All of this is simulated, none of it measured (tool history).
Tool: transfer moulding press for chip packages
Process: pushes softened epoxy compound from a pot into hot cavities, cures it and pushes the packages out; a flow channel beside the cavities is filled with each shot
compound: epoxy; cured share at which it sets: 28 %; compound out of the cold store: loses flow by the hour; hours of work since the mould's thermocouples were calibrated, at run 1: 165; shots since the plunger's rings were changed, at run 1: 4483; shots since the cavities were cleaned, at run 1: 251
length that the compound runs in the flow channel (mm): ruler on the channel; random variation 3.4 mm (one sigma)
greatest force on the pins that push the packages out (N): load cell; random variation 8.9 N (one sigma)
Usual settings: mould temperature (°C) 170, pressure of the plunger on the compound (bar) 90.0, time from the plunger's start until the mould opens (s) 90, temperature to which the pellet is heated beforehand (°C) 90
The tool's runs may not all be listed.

run,hour,mould temperature (°C),pressure of the plunger on the compound (bar),time from the plunger's start until the mould opens (s),temperature to which the pellet is heated beforehand (°C),hours of work since the mould's thermocouples were calibrated,shots since the plunger's rings were changed,shots since the cavities were cleaned,incoming compound's hours out of the cold store,length that the compound runs in the flow channel (mm),greatest force on the pins that push the packages out (N)
1,0.0,170,90.0,90,90,165,4483,251,8.0,845,675
2,23.3,170,90.0,90,90,178,4717,485,37.7,766,710
# hour 28.8: cavities cleaned with cleaning compound and waxed
3,43.2,170,90.0,90,81,188,4902,145,46.8,743,860
4,63.4,170,90.0,90,81,199,5104,347,41.4,753,862
# hour 82.4: cavities cleaned with cleaning compound and waxed
5,83.3,170,90.0,90,87,209,5289,9,22.2,800,435
6,98.4,170,90.0,90,87,217,5441,161,11.4,835,608
7,114.0,170,90.0,90,96,226,5598,318,23.8,799,649
# hour 123.4: cavities cleaned with cleaning compound and waxed, once more
8,136.6,170,90.0,90,96,237,5810,133,34.0,762,518
9,146.7,170,90.0,90,96,243,5911,234,24.5,790,609
10,163.4,177,90.0,90,96,252,6079,402,17.1,793,494
# hour 176.5: cavities cleaned with cleaning compound and waxed
11,179.3,177,90.0,90,96,260,6223,28,21.5,777,305
# hour 197.9: plunger's sealing rings changed
12,205.4,177,90.0,90,96,273,76,266,33.4,803,458
13,228.7,167,90.0,90,90,285,310,500,47.1,789,847
# hour 232.2: cavities cleaned with cleaning compound and waxed
14,252.8,167,90.0,90,90,298,537,207,42.9,798,709
15,267.7,167,90.0,90,90,306,686,356,32.9,823,825
# hour 285.3: cavities cleaned with cleaning compound and waxed
16,287.1,172,90.0,90,81,316,867,19,25.3,826,390
17,299.7,170,90.0,71,92,323,993,145,41.5,790,931
18,324.2,168,90.0,90,95,336,1239,391,46.0,776,780
# hour 339.2: cavities cleaned with cleaning compound and waxed
19,339.8,170,98.4,90,90,344,1381,6,29.3,860,431
20,352.6,173,85.7,90,90,351,1509,134,26.2,797,457
21,367.7,176,100.8,81,89,359,1662,287,36.0,832,570
22,385.1,168,69.4,81,94,368,1835,460,46.3,679,1051
# hour 393.1: cavities cleaned with cleaning compound and waxed
23,410.0,164,90.5,103,85,381,2071,170,20.4,856,722
24,423.4,166,90.5,103,85,388,2206,305,45.8,777,636
25,436.9,166,90.5,103,85,396,2341,440,29.0,825,733
# hour 447.5: cavities cleaned with cleaning compound and waxed
26,454.0,166,108.6,71,93,404,2498,66,8.7,966,1190
27,475.2,166,108.6,71,93,416,2710,278,31.6,891,1468
# hour 487.8: mould's thermocouples calibrated
28,496.2,166,108.6,71,93,5,2902,470,14.3,945,1656

Measured less the same run without the tool's hidden state. The same run-to-run variation is in both; the gauge's scatter may not be:
The hidden state here: true mould temperature over the reading, C; pressure that reaches the compound, % of what is set; grip of the stained cavities, % over clean ones'; drift of the gauge itself on flow_mm, %; drift of the gauge itself on push_out_n, %.
run,length that the compound runs in the flow channel (mm),greatest force on the pins that push the packages out (N)
1,-42,+248
2,-40,+320
3,-40,+461
4,-43,+452
5,-47,+27
6,-50,+193
7,-50,+266
8,-50,+145
9,-52,+222
10,-54,+211
11,-54,+26
12,-1,+164
13,-3,+386
14,-4,+257
15,-5,+362
16,-8,+34
17,-8,+280
18,-10,+341
19,-12,+23
20,-12,+131
21,-14,+226
22,-12,+484
23,-18,+242
24,-18,+266
25,-20,+336
26,-25,+215
27,-25,+565
28,-31,+717
